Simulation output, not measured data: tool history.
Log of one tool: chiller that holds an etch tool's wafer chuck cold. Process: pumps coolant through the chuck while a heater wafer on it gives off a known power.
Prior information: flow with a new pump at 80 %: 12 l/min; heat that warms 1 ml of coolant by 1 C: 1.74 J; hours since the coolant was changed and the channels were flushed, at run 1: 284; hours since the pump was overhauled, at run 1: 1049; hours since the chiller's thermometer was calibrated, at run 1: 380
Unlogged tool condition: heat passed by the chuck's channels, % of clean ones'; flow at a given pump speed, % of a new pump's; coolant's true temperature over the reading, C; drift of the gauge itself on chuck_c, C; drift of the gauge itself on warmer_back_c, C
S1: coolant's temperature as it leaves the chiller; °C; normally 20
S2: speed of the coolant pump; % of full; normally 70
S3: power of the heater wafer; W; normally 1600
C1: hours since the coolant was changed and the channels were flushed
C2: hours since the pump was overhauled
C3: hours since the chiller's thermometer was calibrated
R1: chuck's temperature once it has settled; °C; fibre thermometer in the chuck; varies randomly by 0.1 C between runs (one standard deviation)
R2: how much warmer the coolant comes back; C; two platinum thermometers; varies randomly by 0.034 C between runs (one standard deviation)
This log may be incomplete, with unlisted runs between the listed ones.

run 1 day=0.000 | S1=20 S2=70 S3=1600 | C1=284 C2=1049 C3=380 | R1=35.9 R2=5.25
run 2 day=2.179 | S1=20 S2=70 S3=1600 | C1=336 C2=1101 C3=432 | R1=35.9 R2=5.32
run 3 day=4.746 | S1=13 S2=70 S3=1600 | C1=398 C2=1163 C3=494 | R1=28.9 R2=5.25
run 4 day=7.554 | S1=20 S2=72 S3=1600 | C1=465 C2=1230 C3=561 | R1=35.6 R2=5.13
run 5 day=10.317 | S1=21 S2=70 S3=1600 | C1=532 C2=1296 C3=628 | R1=37.0 R2=5.24
run 6 day=13.038 | S1=21 S2=70 S3=1600 | C1=597 C2=1362 C3=693 | R1=37.0 R2=5.32
run 7 day=15.975 | S1=20 S2=90 S3=1600 | C1=667 C2=1432 C3=763 | R1=32.9 R2=4.09
run 8 day=18.350 | S1=20 S2=90 S3=1600 | C1=724 C2=1489 C3=820 | R1=33.0 R2=4.13
run 9 day=21.288 | S1=20 S2=70 S3=1265 | C1=795 C2=1559 C3=891 | R1=32.5 R2=4.12
run 10 day=22.933 | S1=20 S2=70 S3=1499 | C1=834 C2=1599 C3=930 | R1=34.9 R2=4.97
run 11 day=24.992 | S1=20 S2=91 S3=1499 | C1=884 C2=1648 C3=980 | R1=31.7 R2=3.81
run 12 day=26.542 | S1=20 S2=91 S3=1499 | C1=921 C2=1686 C3=1017 | R1=32.0 R2=3.86
run 13 day=28.554 | S1=20 S2=91 S3=1499 | C1=969 C2=1734 C3=1065 | R1=31.8 R2=3.74
run 14 day=31.279 | S1=20 S2=91 S3=1499 | C1=1035 C2=1799 C3=1131 | R1=32.0 R2=3.82
run 15 day=32.900 | S1=20 S2=70 S3=1600 | C1=1074 C2=1838 C3=1170 | R1=36.0 R2=5.24
run 16 day=35.008 | S1=20 S2=70 S3=1600 | C1=1124 C2=1889 C3=1220 | R1=36.0 R2=5.25
run 17 day=37.062 | S1=20 S2=70 S3=1600 | C1=1174 C2=1938 C3=1270 | R1=35.7 R2=5.25
run 18 day=38.962 | S1=20 S2=70 S3=1600 | C1=1219 C2=1984 C3=1315 | R1=35.9 R2=5.26
run 19 day=40.821 | S1=17 S2=95 S3=998 | C1=1264 C2=2028 C3=1360 | R1=24.4 R2=2.42
run 20 day=43.412 | S1=27 S2=71 S3=1742 | C1=1326 C2=2091 C3=1422 | R1=44.2 R2=5.65
run 21 day=44.983 | S1=20 S2=71 S3=2115 | C1=1364 C2=2128 C3=1460 | R1=40.7 R2=6.87
run 22 day=47.154 | S1=20 S2=71 S3=2115 | C1=1416 C2=2180 C3=1512 | R1=41.0 R2=6.86
run 23 day=50.125 | S1=23 S2=83 S3=1944 | C1=1487 C2=2252 C3=1583 | R1=39.7 R2=5.43
run 24 day=53.092 | S1=18 S2=62 S3=2094 | C1=1558 C2=2323 C3=1654 | R1=41.2 R2=7.82
run 25 day=55.904 | S1=16 S2=91 S3=1055 | C1=1626 C2=2390 C3=1722 | R1=24.4 R2=2.71
run 26 day=57.738 | S1=16 S2=91 S3=1055 | C1=1670 C2=2434 C3=1766 | R1=24.4 R2=2.67
run 27 day=59.704 | S1=20 S2=70 S3=1572 | C1=1717 C2=2482 C3=1813 | R1=35.7 R2=5.17
run 28 day=61.392 | S1=23 S2=100 S3=1572 | C1=1757 C2=2522 C3=1853 | R1=34.4 R2=3.61
run 29 day=63.396 | S1=12 S2=72 S3=1600 | C1=1806 C2=2570 C3=1902 | R1=27.7 R2=5.21
run 30 day=65.242 | S1=12 S2=87 S3=824 | C1=1850 C2=2614 C3=1946 | R1=18.7 R2=2.18
run 31 day=66.579 | S1=20 S2=78 S3=984 | C1=1882 C2=2647 C3=1978 | R1=28.8 R2=2.92

Alternative continuations, all from the tool just after run 31; predict every row:
run A day=68.750 | S1=14 S2=92 S3=1600 | C1=1934 C2=2699 C3=2030 | R1=? R2=?
run B day=68.750 | S1=20 S2=88 S3=1854 | C1=1934 C2=2699 C3=2030 | R1=? R2=?
run C day=68.750 | S1=17 S2=70 S3=1600 | C1=1934 C2=2699 C3=2030 | R1=? R2=?

run=A R1=26.6 R2=3.99
run=B R1=35.3 R2=4.83
run=C R1=33.0 R2=5.28
Stripped of hidden state, with their random variation kept, the same runs would have yielded:
run=A R1=26.6 R2=3.99
run=B R1=35.3 R2=4.83
run=C R1=33.0 R2=5.28

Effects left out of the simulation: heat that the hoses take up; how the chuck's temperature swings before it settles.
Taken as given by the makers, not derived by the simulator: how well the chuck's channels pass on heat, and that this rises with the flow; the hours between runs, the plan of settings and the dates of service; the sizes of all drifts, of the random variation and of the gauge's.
